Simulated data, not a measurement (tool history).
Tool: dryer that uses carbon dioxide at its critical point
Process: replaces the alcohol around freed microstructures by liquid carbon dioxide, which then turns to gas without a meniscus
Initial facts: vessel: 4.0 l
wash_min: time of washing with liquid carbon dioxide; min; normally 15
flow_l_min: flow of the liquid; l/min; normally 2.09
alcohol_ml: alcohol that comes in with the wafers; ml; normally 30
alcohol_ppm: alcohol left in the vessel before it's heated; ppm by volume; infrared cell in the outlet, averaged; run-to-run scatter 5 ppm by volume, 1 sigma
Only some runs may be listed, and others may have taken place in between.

run   hour  wash_min  flow_l_min  alcohol_ml  alcohol_ppm
  1    0.0        15        2.09          30          155
  2   14.1        15        2.09          30          169
  3   31.2        15        2.09          30          163
  4   44.8        15        2.09          30          163
  5   60.2        15        2.09         116          181
  6   86.5        15        2.09         116          191
  7  109.5        15        1.68          30          204
  8  137.5        15        2.09          43          195
  9  164.1        15        2.09          43          195
 10  192.6        13        1.35          22          273
 11  211.8        13        1.35          22          281
 12  233.5        12        3.09          22          216
 13  247.7        11        3.09         102          215
 14  275.1        12        2.97          33          211
 15  304.6        23        3.29          30          232
 16  332.6        11        3.29          30          235
 17  349.7        11        1.38          30          447

4 options for the next run, each taken on its own from the tool as it stands now. Forecast them:
  A  364.6        15        2.09          28            ?
  B  364.6        24        2.09          30            ?
  C  364.6        15        2.02          30            ?
  D  364.6        13        2.09          88            ?

run  alcohol_ppm
  A          246
  B          247
  C          243
  D          279
With no hidden state in the tool, these same runs would have given:
run  alcohol_ppm
  A           15
  B           11
  C            7
  D           39
